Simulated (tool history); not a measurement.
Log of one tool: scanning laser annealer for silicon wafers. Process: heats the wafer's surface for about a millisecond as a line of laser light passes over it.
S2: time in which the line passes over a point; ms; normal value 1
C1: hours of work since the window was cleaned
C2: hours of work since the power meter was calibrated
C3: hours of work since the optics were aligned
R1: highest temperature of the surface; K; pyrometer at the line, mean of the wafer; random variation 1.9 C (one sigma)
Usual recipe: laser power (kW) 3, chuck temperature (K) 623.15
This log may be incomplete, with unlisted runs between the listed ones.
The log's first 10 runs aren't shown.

run 11 hour=217.2 | laser_power_(kW)=3.023 S2=1 chuck_temperature_(K)=623.15 | C1=762 C2=296 C3=1064 | R1=1446.15
-- hour=227 optics aligned, line set to its width
run 12 hour=246.5 | laser_power_(kW)=3 S2=1 chuck_temperature_(K)=623.15 | C1=778 C2=311 C3=12 | R1=1441.15
run 13 hour=267.9 | laser_power_(kW)=3 S2=1 chuck_temperature_(K)=623.15 | C1=792 C2=325 C3=26 | R1=1443.15
run 14 hour=299.1 | laser_power_(kW)=3 S2=1 chuck_temperature_(K)=608.15 | C1=812 C2=345 C3=46 | R1=1428.15
run 15 hour=312.5 | laser_power_(kW)=3 S2=1 chuck_temperature_(K)=608.15 | C1=820 C2=353 C3=55 | R1=1429.15
run 16 hour=327.9 | laser_power_(kW)=3 S2=1 chuck_temperature_(K)=623.15 | C1=830 C2=363 C3=65 | R1=1441.15
run 17 hour=343.6 | laser_power_(kW)=3 S2=1 chuck_temperature_(K)=623.15 | C1=840 C2=373 C3=75 | R1=1441.15
run 18 hour=363.2 | laser_power_(kW)=3 S2=1 chuck_temperature_(K)=623.15 | C1=853 C2=386 C3=87 | R1=1441.15
run 19 hour=383.9 | laser_power_(kW)=3 S2=0.94 chuck_temperature_(K)=623.15 | C1=866 C2=399 C3=101 | R1=1421.15
run 20 hour=399.2 | laser_power_(kW)=3 S2=0.94 chuck_temperature_(K)=623.15 | C1=876 C2=409 C3=111 | R1=1415.15
run 21 hour=421 | laser_power_(kW)=3 S2=0.94 chuck_temperature_(K)=623.15 | C1=890 C2=423 C3=124 | R1=1416.15
run 22 hour=436.4 | laser_power_(kW)=3.291 S2=1.03 chuck_temperature_(K)=641.15 | C1=900 C2=433 C3=134 | R1=1557.15
run 23 hour=467.9 | laser_power_(kW)=2.67 S2=1.06 chuck_temperature_(K)=643.15 | C1=920 C2=453 C3=155 | R1=1388.15
run 24 hour=491.1 | laser_power_(kW)=2.672 S2=0.96 chuck_temperature_(K)=623.15 | C1=935 C2=468 C3=169 | R1=1334.15
run 25 hour=508.9 | laser_power_(kW)=2.905 S2=0.91 chuck_temperature_(K)=623.15 | C1=946 C2=480 C3=181 | R1=1377.15
-- hour=525.5 window over the wafer cleaned
run 26 hour=527.1 | laser_power_(kW)=3 S2=1 chuck_temperature_(K)=612.15 | C1=1 C2=490 C3=191 | R1=1426.15
run 27 hour=542.3 | laser_power_(kW)=2.638 S2=0.99 chuck_temperature_(K)=623.15 | C1=11 C2=500 C3=201 | R1=1337.15
run 28 hour=569.8 | laser_power_(kW)=2.628 S2=0.8 chuck_temperature_(K)=622.15 | C1=28 C2=517 C3=219 | R1=1261.15
run 29 hour=584 | laser_power_(kW)=2.628 S2=0.8 chuck_temperature_(K)=622.15 | C1=38 C2=527 C3=228 | R1=1259.15
run 30 hour=602.4 | laser_power_(kW)=3.272 S2=0.8 chuck_temperature_(K)=622.15 | C1=49 C2=538 C3=240 | R1=1426.15
run 31 hour=625.7 | laser_power_(kW)=2.752 S2=0.8 chuck_temperature_(K)=631.15 | C1=64 C2=553 C3=255 | R1=1300.15
run 32 hour=643.2 | laser_power_(kW)=2.752 S2=0.8 chuck_temperature_(K)=631.15 | C1=76 C2=565 C3=266 | R1=1300.15

What does the tool deliver on the next run?
run 33 hour=659.1 | laser_power_(kW)=2.966 S2=0.8 chuck_temperature_(K)=631.15 | C1=86 C2=575 C3=276 | R1=?

R1: 1356.15 K
Take away the tool's hidden state, keep the run-to-run variation as it was, and the same run would have given R1 1356.15 K.
